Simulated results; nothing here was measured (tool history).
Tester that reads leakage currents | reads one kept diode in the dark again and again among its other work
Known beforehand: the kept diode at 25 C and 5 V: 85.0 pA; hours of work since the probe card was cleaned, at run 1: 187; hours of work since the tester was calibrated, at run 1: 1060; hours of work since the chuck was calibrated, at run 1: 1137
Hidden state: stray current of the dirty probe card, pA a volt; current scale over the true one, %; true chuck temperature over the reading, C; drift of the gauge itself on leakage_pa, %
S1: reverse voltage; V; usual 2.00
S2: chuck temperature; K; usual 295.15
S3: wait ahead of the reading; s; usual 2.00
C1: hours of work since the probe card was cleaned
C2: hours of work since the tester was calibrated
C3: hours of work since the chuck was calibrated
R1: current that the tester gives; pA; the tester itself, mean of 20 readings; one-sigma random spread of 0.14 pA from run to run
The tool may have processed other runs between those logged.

run	hour	S1	S2	S3	C1	C2	C3	R1
1	0.0	2.00	295.15	2.00	187	1060	1137	38.61
2	75.6	2.00	295.15	2.00	230	1103	1180	38.54
3	175.6	6.71	295.15	2.00	288	1161	1238	64.01
4	224.6	2.00	295.15	2.00	316	1189	1266	38.07
5	312.5	2.00	295.15	2.00	367	1240	1317	37.92
6	370.5	2.00	295.15	2.00	400	1273	1350	37.65
7	430.7	2.00	295.15	2.00	435	1308	1385	37.53
8	527.2	2.00	295.15	2.00	490	1364	1441	37.53
9	612.9	2.00	295.15	2.00	540	1413	1490	37.19
10	674.3	2.00	295.15	2.00	575	1448	1526	36.62
11	742.0	10.79	295.15	2.00	614	1487	1565	76.08
12	824.4	1.15	295.15	2.00	662	1535	1612	28.93
13	879.4	1.15	295.15	2.00	693	1567	1644	28.97
14	939.5	1.15	296.15	2.00	728	1601	1678	31.30
15	995.3	1.15	296.15	2.00	760	1634	1711	31.53
16	1048.4	2.00	295.15	1.26	791	1664	1741	36.29
17	1150.3	2.00	295.15	1.02	850	1723	1800	36.06
18	1203.1	2.00	295.15	2.00	880	1753	1830	35.88
19	1301.9	2.00	323.15	2.00	937	1810	1887	378.69
# hour 1365.9: chuck's temperature calibrated
20	1382.9	2.00	295.15	2.00	983	1856	10	43.89
21	1467.7	2.00	327.15	2.00	1032	1905	59	605.42
22	1562.2	2.00	293.15	1.03	1086	1959	113	36.16
# hour 1574.1: probe card cleaned and baked
23	1633.0	2.00	304.15	0.34	34	1998	152	95.93
24	1677.2	18.24	316.15	1.80	59	2024	178	650.59
# hour 1693.1: tester calibrated
25	1766.3	6.19	295.15	1.21	110	42	228	71.69
# hour 1836.4: probe card cleaned and baked, once more
26	1865.5	2.33	295.15	0.53	17	98	283	46.14
27	1913.0	16.00	316.15	2.00	44	125	311	613.32
28	1967.6	19.28	305.15	0.50	76	157	342	270.49
29	2041.9	19.28	305.15	0.50	118	199	385	268.74
30	2129.2	19.28	305.15	0.50	169	250	435	268.35
31	2196.3	2.20	323.15	2.00	207	288	474	456.21
32	2286.0	2.00	294.15	5.05	259	340	526	37.70
33	2339.5	18.08	319.15	1.51	290	371	557	798.35
34	2404.2	12.99	329.15	7.25	327	408	594	1486.49
35	2462.7	12.99	329.15	7.25	361	442	628	1478.99
36	2522.9	12.99	329.15	7.25	396	477	662	1473.37
37	2611.7	12.99	329.15	7.25	447	528	714	1467.90
38	2682.6	12.99	329.15	7.25	488	569	754	1462.90
39	2746.1	19.06	333.15	9.48	524	605	791	2293.70

Consider 4 possible next runs. They are alternatives, not a sequence: every one starts from the tool as it was left by run 39. What does each give?
A	2829.2	19.06	297.15	0.32	572	653	839	?
B	2829.2	4.17	333.15	9.48	572	653	839	?
C	2829.2	2.00	298.15	2.00	572	653	839	?
D	2829.2	8.09	295.15	2.00	572	653	839	?

run	R1
A	134.01
B	1212.08
C	52.86
D	73.37
With no hidden state in the tool, these same runs would have given:
run	R1
A	144.10
B	1314.82
C	58.12
D	79.82
